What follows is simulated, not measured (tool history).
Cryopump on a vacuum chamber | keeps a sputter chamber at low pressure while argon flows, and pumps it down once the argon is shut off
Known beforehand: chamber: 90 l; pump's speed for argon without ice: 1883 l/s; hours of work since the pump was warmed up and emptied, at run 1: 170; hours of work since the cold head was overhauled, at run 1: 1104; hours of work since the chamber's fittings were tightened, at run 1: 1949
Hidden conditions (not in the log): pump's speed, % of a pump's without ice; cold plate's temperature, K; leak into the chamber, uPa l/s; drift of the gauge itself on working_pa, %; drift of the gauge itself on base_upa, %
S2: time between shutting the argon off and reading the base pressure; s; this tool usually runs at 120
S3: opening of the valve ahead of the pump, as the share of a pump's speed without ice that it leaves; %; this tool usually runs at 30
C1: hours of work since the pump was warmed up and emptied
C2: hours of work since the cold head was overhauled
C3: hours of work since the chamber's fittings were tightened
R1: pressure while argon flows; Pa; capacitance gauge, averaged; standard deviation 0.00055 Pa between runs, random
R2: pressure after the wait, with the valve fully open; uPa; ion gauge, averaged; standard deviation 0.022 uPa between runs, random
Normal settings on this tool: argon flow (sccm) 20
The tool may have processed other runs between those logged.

Run 1, day 0: usual settings; C1 170; C2 1104; C3 1949. Result: R1 0.0608 Pa, R2 1.47 uPa.
Run 2, day 1.288: usual settings; C1 196; C2 1131; C3 1975. Result: R1 0.0617 Pa, R2 1.58 uPa.
Run 3, day 2.875: usual settings; C1 228; C2 1163; C3 2008. Result: R1 0.061 Pa, R2 1.51 uPa.
Run 4, day 3.667: usual settings but S3 34 %; C1 244; C2 1179; C3 2024. Result: R1 0.0554 Pa, R2 1.51 uPa.
Run 5, day 4.975: usual settings but S3 34 %; C1 271; C2 1206; C3 2050. Result: R1 0.055 Pa, R2 1.56 uPa.
Run 6, day 5.846: usual settings but S3 34 %; C1 289; C2 1224; C3 2068. Result: R1 0.0547 Pa, R2 1.61 uPa.
Run 7, day 7.429: usual settings but S2 24 s; C1 321; C2 1256; C3 2100. Result: R1 0.062 Pa, R2 3.28 uPa.
Run 8, day 8.192: usual settings but S2 24 s; C1 336; C2 1271; C3 2116. Result: R1 0.0624 Pa, R2 3.25 uPa.
Run 9, day 9.858: usual settings; C1 370; C2 1305; C3 2150. Result: R1 0.0619 Pa, R2 1.66 uPa.
Run 10, day 10.646: usual settings but S3 39 %; C1 386; C2 1321; C3 2166. Result: R1 0.0491 Pa, R2 1.68 uPa.
Run 11, day 12.379: usual settings but S3 39 %; C1 422; C2 1357; C3 2201. Result: R1 0.0491 Pa, R2 1.75 uPa.
Run 12, day 13.704: usual settings but S3 39 %; C1 449; C2 1384; C3 2228. Result: R1 0.05 Pa, R2 1.75 uPa.
Run 13, day 14.525: usual settings but S3 39 %; C1 465; C2 1400; C3 2245. Result: R1 0.0497 Pa, R2 1.79 uPa.
Run 14, day 15.267: usual settings; C1 481; C2 1415; C3 2260. Result: R1 0.064 Pa, R2 1.78 uPa.
Run 15, day 16.121: usual settings but S2 147 s; C1 498; C2 1433; C3 2277. Result: R1 0.0634 Pa, R2 1.73 uPa.
Run 16, day 17.042: usual settings but argon flow (sccm) 25; C1 517; C2 1452; C3 2296. Result: R1 0.0796 Pa, R2 1.89 uPa.
Run 17, day 18.2: usual settings but argon flow (sccm) 25; C1 540; C2 1475; C3 2320. Result: R1 0.0806 Pa, R2 1.86 uPa.
Run 18, day 19.467: usual settings but argon flow (sccm) 12; C1 566; C2 1501; C3 2345. Result: R1 0.0396 Pa, R2 1.87 uPa.
Run 19, day 20.696: usual settings but argon flow (sccm) 30, S2 98 s, S3 42 %; C1 591; C2 1526; C3 2370. Result: R1 0.0713 Pa, R2 2.03 uPa.
Run 20, day 21.5: usual settings but argon flow (sccm) 39, S2 98 s, S3 37 %; C1 607; C2 1542; C3 2387. Result: R1 0.105 Pa, R2 2.04 uPa.
Run 21, day 23.146: usual settings but argon flow (sccm) 39, S2 98 s, S3 37 %; C1 641; C2 1576; C3 2420. Result: R1 0.1061 Pa, R2 2.13 uPa.
Run 22, day 24.888: usual settings but argon flow (sccm) 9, S2 40 s, S3 17 %; C1 676; C2 1611; C3 2456. Result: R1 0.0495 Pa, R2 2.88 uPa.
Run 23, day 26.479: usual settings but argon flow (sccm) 31, S2 26 s, S3 15 %; C1 709; C2 1644; C3 2488. Result: R1 0.1942 Pa, R2 3.55 uPa.
Run 24, day 27.25: usual settings but argon flow (sccm) 17, S3 27 %; C1 725; C2 1659; C3 2504. Result: R1 0.0614 Pa, R2 2.12 uPa.
Run 25, day 28.908: usual settings but argon flow (sccm) 24, S2 70 s, S3 41 %; C1 758; C2 1693; C3 2538. Result: R1 0.06 Pa, R2 2.4 uPa.
Run 26, day 30.396: usual settings but argon flow (sccm) 25; C1 789; C2 1723; C3 2568. Result: R1 0.0832 Pa, R2 2.2 uPa.
Run 27, day 31.708: usual settings but S2 276 s; C1 815; C2 1750; C3 2595. Result: R1 0.0669 Pa, R2 1.98 uPa.
Run 28, day 32.517: usual settings but S2 69 s; C1 832; C2 1767; C3 2611. Result: R1 0.0688 Pa, R2 2.6 uPa.
Run 29, day 34.204: usual settings but S3 20 %; C1 866; C2 1801; C3 2646. Result: R1 0.0981 Pa, R2 2.38 uPa.
Run 30, day 35.358: usual settings but argon flow (sccm) 18, S3 20 %; C1 890; C2 1825; C3 2669. Result: R1 0.0877 Pa, R2 2.35 uPa.
Run 31, day 36.288: usual settings but argon flow (sccm) 18, S2 25 s, S3 24 %; C1 909; C2 1843; C3 2688. Result: R1 0.0742 Pa, R2 3.93 uPa.
At day 36.621: pump warmed up, emptied and cooled again.
Run 32, day 37.842: usual settings but argon flow (sccm) 18, S2 25 s, S3 24 %; C1 25; C2 1871; C3 2715. Result: R1 0.0675 Pa, R2 3.41 uPa.
Run 33, day 39.383: usual settings but argon flow (sccm) 26, S3 22 %; C1 56; C2 1902; C3 2747. Result: R1 0.106 Pa, R2 1.84 uPa.

5 ways to go on from here, each from the tool as it stands after run 33. What would each give?
Run A, day 40.208: usual settings but argon flow (sccm) 13, S2 285 s, S3 34 %; C1 73; C2 1919; C3 2764. Result: R1 ?, R2 ?.
Run B, day 40.208: usual settings but argon flow (sccm) 26, S3 25 %; C1 73; C2 1919; C3 2764. Result: R1 ?, R2 ?.
Run C, day 40.208: usual settings but argon flow (sccm) 26, S2 154 s, S3 22 %; C1 73; C2 1919; C3 2764. Result: R1 ?, R2 ?.
Run D, day 40.208: usual settings but S2 297 s, S3 33 %; C1 73; C2 1919; C3 2764. Result: R1 ?, R2 ?.
Run E, day 40.208: usual settings but argon flow (sccm) 36, S3 54 %; C1 73; C2 1919; C3 2764. Result: R1 ?, R2 ?.

run      R1    R2
  A   0.035   1.6
  B  0.0944  1.84
  C  0.1077  1.75
  D  0.0568  1.65
  E  0.0609  1.83
What these runs would have given with no unlogged condition in the tool:
run      R1    R2
  A  0.0345  0.35
  B  0.0934  0.56
  C  0.1066  0.46
  D  0.0559  0.34
  E  0.0594  0.56
